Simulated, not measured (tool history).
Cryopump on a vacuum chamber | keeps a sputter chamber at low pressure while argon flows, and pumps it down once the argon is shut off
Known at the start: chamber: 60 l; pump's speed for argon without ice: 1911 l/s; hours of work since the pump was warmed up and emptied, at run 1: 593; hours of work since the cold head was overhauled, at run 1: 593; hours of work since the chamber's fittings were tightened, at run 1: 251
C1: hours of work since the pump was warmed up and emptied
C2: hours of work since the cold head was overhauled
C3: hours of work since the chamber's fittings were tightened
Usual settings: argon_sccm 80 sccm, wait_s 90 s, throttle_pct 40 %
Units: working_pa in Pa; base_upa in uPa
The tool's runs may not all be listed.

{"run": 1, "hour": 0.0, "argon_sccm": 80, "wait_s": 90, "throttle_pct": 40, "C1": 593, "C2": 593, "C3": 251, "working_pa": 0.1877, "base_upa": 0.58}
{"run": 2, "hour": 34.5, "argon_sccm": 34, "wait_s": 90, "throttle_pct": 40, "C1": 610, "C2": 610, "C3": 268, "working_pa": 0.0809, "base_upa": 0.62}
{"run": 3, "hour": 87.0, "argon_sccm": 34, "wait_s": 90, "throttle_pct": 40, "C1": 636, "C2": 636, "C3": 294, "working_pa": 0.0797, "base_upa": 0.62}
{"run": 4, "hour": 139.4, "argon_sccm": 34, "wait_s": 90, "throttle_pct": 40, "C1": 661, "C2": 661, "C3": 319, "working_pa": 0.0803, "base_upa": 0.62}
{"run": 5, "hour": 187.9, "argon_sccm": 34, "wait_s": 90, "throttle_pct": 40, "C1": 685, "C2": 685, "C3": 343, "working_pa": 0.0809, "base_upa": 0.67}
{"run": 6, "hour": 234.0, "argon_sccm": 80, "wait_s": 28, "throttle_pct": 40, "C1": 708, "C2": 708, "C3": 365, "working_pa": 0.19, "base_upa": 1.27}
{"run": 7, "hour": 284.6, "argon_sccm": 80, "wait_s": 28, "throttle_pct": 40, "C1": 732, "C2": 732, "C3": 390, "working_pa": 0.1918, "base_upa": 1.22}
{"run": 8, "hour": 337.4, "argon_sccm": 72, "wait_s": 90, "throttle_pct": 40, "C1": 758, "C2": 758, "C3": 416, "working_pa": 0.1715, "base_upa": 0.74}
{"run": 9, "hour": 396.2, "argon_sccm": 72, "wait_s": 90, "throttle_pct": 40, "C1": 787, "C2": 787, "C3": 445, "working_pa": 0.1718, "base_upa": 0.73}
{"run": 10, "hour": 430.0, "argon_sccm": 72, "wait_s": 90, "throttle_pct": 40, "C1": 803, "C2": 803, "C3": 461, "working_pa": 0.1744, "base_upa": 0.74}
{"run": 11, "hour": 455.6, "argon_sccm": 80, "wait_s": 44, "throttle_pct": 40, "C1": 816, "C2": 816, "C3": 474, "working_pa": 0.1916, "base_upa": 1.04}
{"run": 12, "hour": 492.6, "argon_sccm": 80, "wait_s": 90, "throttle_pct": 40, "C1": 834, "C2": 834, "C3": 492, "working_pa": 0.1915, "base_upa": 0.73}
{"run": 13, "hour": 538.9, "argon_sccm": 80, "wait_s": 90, "throttle_pct": 40, "C1": 857, "C2": 857, "C3": 514, "working_pa": 0.1916, "base_upa": 0.78}
{"run": 14, "hour": 578.9, "argon_sccm": 80, "wait_s": 284, "throttle_pct": 40, "C1": 876, "C2": 876, "C3": 534, "working_pa": 0.1937, "base_upa": 0.64}
{"run": 15, "hour": 629.3, "argon_sccm": 80, "wait_s": 90, "throttle_pct": 18, "C1": 901, "C2": 901, "C3": 558, "working_pa": 0.4119, "base_upa": 0.79}
{"run": 16, "hour": 665.0, "argon_sccm": 80, "wait_s": 90, "throttle_pct": 18, "C1": 918, "C2": 918, "C3": 576, "working_pa": 0.411, "base_upa": 0.79}
{"run": 17, "hour": 701.3, "argon_sccm": 80, "wait_s": 40, "throttle_pct": 40, "C1": 936, "C2": 936, "C3": 594, "working_pa": 0.1956, "base_upa": 1.14}
{"run": 18, "hour": 754.1, "argon_sccm": 80, "wait_s": 42, "throttle_pct": 40, "C1": 962, "C2": 962, "C3": 619, "working_pa": 0.1964, "base_upa": 1.11}
{"run": 19, "hour": 781.0, "argon_sccm": 153, "wait_s": 94, "throttle_pct": 40, "C1": 975, "C2": 975, "C3": 632, "working_pa": 0.3765, "base_upa": 0.81}
{"run": 20, "hour": 818.9, "argon_sccm": 100, "wait_s": 24, "throttle_pct": 43, "C1": 993, "C2": 993, "C3": 651, "working_pa": 0.2306, "base_upa": 1.55}
{"run": 21, "hour": 868.4, "argon_sccm": 80, "wait_s": 90, "throttle_pct": 32, "C1": 1017, "C2": 1017, "C3": 675, "working_pa": 0.243, "base_upa": 0.85}
{"run": 22, "hour": 924.6, "argon_sccm": 38, "wait_s": 90, "throttle_pct": 40, "C1": 1045, "C2": 1045, "C3": 703, "working_pa": 0.0949, "base_upa": 0.88}
{"run": 23, "hour": 977.0, "argon_sccm": 40, "wait_s": 80, "throttle_pct": 52, "C1": 1071, "C2": 1071, "C3": 728, "working_pa": 0.0788, "base_upa": 0.94}
{"run": 24, "hour": 1018.2, "argon_sccm": 40, "wait_s": 191, "throttle_pct": 46, "C1": 1091, "C2": 1091, "C3": 748, "working_pa": 0.0875, "base_upa": 0.8}
{"hour": 1031.6, "done": "pump warmed up, emptied and cooled again"}
{"run": 25, "hour": 1059.9, "argon_sccm": 40, "wait_s": 191, "throttle_pct": 46, "C1": 14, "C2": 1109, "C3": 766, "working_pa": 0.0769, "base_upa": 0.63}
{"run": 26, "hour": 1119.9, "argon_sccm": 107, "wait_s": 33, "throttle_pct": 24, "C1": 43, "C2": 1138, "C3": 796, "working_pa": 0.3967, "base_upa": 1.25}
{"run": 27, "hour": 1169.9, "argon_sccm": 107, "wait_s": 33, "throttle_pct": 24, "C1": 68, "C2": 1162, "C3": 820, "working_pa": 0.398, "base_upa": 1.3}
{"run": 28, "hour": 1196.3, "argon_sccm": 80, "wait_s": 90, "throttle_pct": 15, "C1": 80, "C2": 1175, "C3": 833, "working_pa": 0.474, "base_upa": 0.84}
{"run": 29, "hour": 1236.3, "argon_sccm": 102, "wait_s": 21, "throttle_pct": 41, "C1": 100, "C2": 1195, "C3": 852, "working_pa": 0.2224, "base_upa": 1.6}
{"run": 30, "hour": 1265.0, "argon_sccm": 102, "wait_s": 64, "throttle_pct": 41, "C1": 114, "C2": 1209, "C3": 866, "working_pa": 0.2238, "base_upa": 0.94}
{"run": 31, "hour": 1316.0, "argon_sccm": 49, "wait_s": 150, "throttle_pct": 33, "C1": 139, "C2": 1234, "C3": 891, "working_pa": 0.1324, "base_upa": 0.76}
{"run": 32, "hour": 1347.8, "argon_sccm": 49, "wait_s": 248, "throttle_pct": 30, "C1": 154, "C2": 1249, "C3": 907, "working_pa": 0.1473, "base_upa": 0.67}
{"run": 33, "hour": 1387.0, "argon_sccm": 38, "wait_s": 127, "throttle_pct": 40, "C1": 174, "C2": 1268, "C3": 926, "working_pa": 0.0855, "base_upa": 0.85}
{"run": 34, "hour": 1435.8, "argon_sccm": 80, "wait_s": 90, "throttle_pct": 30, "C1": 197, "C2": 1292, "C3": 950, "working_pa": 0.2387, "base_upa": 0.85}

4 ways to go on from here, each from the tool as it stands after run 34. What would each give?
{"run": "A", "hour": 1479.0, "argon_sccm": 47, "wait_s": 120, "throttle_pct": 42, "C1": 219, "C2": 1313, "C3": 971, "working_pa": "?", "base_upa": "?"}
{"run": "B", "hour": 1479.0, "argon_sccm": 129, "wait_s": 100, "throttle_pct": 40, "C1": 219, "C2": 1313, "C3": 971, "working_pa": "?", "base_upa": "?"}
{"run": "C", "hour": 1479.0, "argon_sccm": 137, "wait_s": 252, "throttle_pct": 40, "C1": 219, "C2": 1313, "C3": 971, "working_pa": "?", "base_upa": "?"}
{"run": "D", "hour": 1479.0, "argon_sccm": 160, "wait_s": 23, "throttle_pct": 22, "C1": 219, "C2": 1313, "C3": 971, "working_pa": "?", "base_upa": "?"}

run=A working_pa=0.1012 base_upa=0.86
run=B working_pa=0.2916 base_upa=0.87
run=C working_pa=0.3112 base_upa=0.76
run=D working_pa=0.6513 base_upa=1.62
Without the tool's hidden state the same runs would have given:
run=A working_pa=0.0986 base_upa=0.36
run=B working_pa=0.2844 base_upa=0.39
run=C working_pa=0.3035 base_upa=0.27
run=D working_pa=0.6424 base_upa=1.13

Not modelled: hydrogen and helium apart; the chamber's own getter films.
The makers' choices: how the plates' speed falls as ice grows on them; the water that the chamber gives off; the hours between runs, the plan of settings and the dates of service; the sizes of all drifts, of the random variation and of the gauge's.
